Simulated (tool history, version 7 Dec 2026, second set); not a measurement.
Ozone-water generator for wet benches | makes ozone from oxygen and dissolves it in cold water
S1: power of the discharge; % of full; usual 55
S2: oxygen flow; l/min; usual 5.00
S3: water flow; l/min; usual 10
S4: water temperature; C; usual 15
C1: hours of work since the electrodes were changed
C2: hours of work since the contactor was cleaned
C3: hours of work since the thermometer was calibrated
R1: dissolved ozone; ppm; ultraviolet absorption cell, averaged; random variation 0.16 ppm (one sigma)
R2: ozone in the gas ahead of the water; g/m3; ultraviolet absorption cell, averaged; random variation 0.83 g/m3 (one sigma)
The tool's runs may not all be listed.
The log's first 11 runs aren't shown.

| run | hour | S1 | S2 | S3 | S4 | C1 | C2 | C3 | R1 | R2 |
|---|---|---|---|---|---|---|---|---|---|---|
| 12 | 410.5 | 55 | 5.00 | 10 | 13 | 817 | 3337 | 2261 | 21.0 | 130.0 |
| 13 | 463.8 | 55 | 5.00 | 10 | 15 | 857 | 3376 | 2301 | 20.4 | 131.2 |
| 14 | 500.7 | 45 | 5.00 | 10 | 15 | 884 | 3404 | 2328 | 18.1 | 115.5 |
| 15 | 545.2 | 55 | 5.00 | 10 | 15 | 917 | 3437 | 2361 | 20.2 | 129.6 |
| 16 | 569.4 | 55 | 5.00 | 10 | 15 | 935 | 3455 | 2379 | 20.2 | 129.3 |
| 17 | 623.7 | 55 | 5.00 | 10 | 18 | 975 | 3495 | 2419 | 18.8 | 129.7 |
| 18 | 676.7 | 55 | 5.00 | 10 | 18 | 1015 | 3534 | 2459 | 18.8 | 130.2 |
| 19 | 716.0 | 55 | 5.00 | 10 | 18 | 1044 | 3563 | 2488 | 19.1 | 129.9 |
| 20 | 763.2 | 55 | 5.00 | 10 | 18 | 1079 | 3598 | 2523 | 18.8 | 129.4 |
| 21 | 812.8 | 55 | 8.32 | 10 | 10 | 1116 | 3635 | 2560 | 20.1 | 97.0 |
| 22 | 857.9 | 55 | 5.36 | 7 | 20 | 1149 | 3669 | 2593 | 21.4 | 125.3 |
| 23 | 907.8 | 66 | 5.00 | 10 | 8 | 1186 | 3706 | 2630 | 25.8 | 144.5 |
| 24 | 951.5 | 55 | 3.70 | 10 | 15 | 1219 | 3738 | 2663 | 21.3 | 154.8 |
| 25 | 992.0 | 87 | 3.34 | 10 | 8 | 1249 | 3768 | 2693 | 31.3 | 217.7 |
| 26 | 1047.5 | 67 | 3.05 | 10 | 8 | 1290 | 3810 | 2734 | 26.5 | 194.4 |
| 27 | 1094.7 | 67 | 3.06 | 10 | 7 | 1325 | 3845 | 2769 | 26.8 | 193.9 |
| 28 | 1126.2 | 55 | 4.05 | 14 | 15 | 1348 | 3868 | 2792 | 16.5 | 144.7 |
| 29 | 1173.5 | 55 | 4.05 | 14 | 15 | 1384 | 3903 | 2828 | 16.4 | 145.4 |
| 30 | 1221.9 | 42 | 4.05 | 14 | 15 | 1419 | 3939 | 2864 | 14.0 | 123.0 |
| 31 | 1257.9 | 42 | 7.32 | 16 | 16 | 1446 | 3966 | 2890 | 11.9 | 87.8 |
| 32 | 1287.3 | 66 | 7.32 | 7 | 9 | 1468 | 3988 | 2912 | 27.8 | 115.3 |

4 ways to go on from here, each from the tool as it stands after run 32. What would each give?
| A | 1325.3 | 99 | 5.00 | 7 | 12 | 1496 | 4016 | 2940 | ? | ? |
| B | 1325.3 | 66 | 7.32 | 13 | 9 | 1496 | 4016 | 2940 | ? | ? |
| C | 1325.3 | 42 | 5.00 | 10 | 15 | 1496 | 4016 | 2940 | ? | ? |
| D | 1325.3 | 72 | 7.32 | 7 | 9 | 1496 | 4016 | 2940 | ? | ? |

| run | R1 | R2 |
|---|---|---|
| A | 36.7 | 184.5 |
| B | 20.2 | 116.4 |
| C | 17.1 | 109.4 |
| D | 29.4 | 121.7 |
Without the tool's hidden state the same runs would have given:
| run | R1 | R2 |
|---|---|---|
| A | 39.4 | 192.0 |
| B | 21.6 | 120.1 |
| C | 18.1 | 111.8 |
| D | 31.4 | 125.9 |

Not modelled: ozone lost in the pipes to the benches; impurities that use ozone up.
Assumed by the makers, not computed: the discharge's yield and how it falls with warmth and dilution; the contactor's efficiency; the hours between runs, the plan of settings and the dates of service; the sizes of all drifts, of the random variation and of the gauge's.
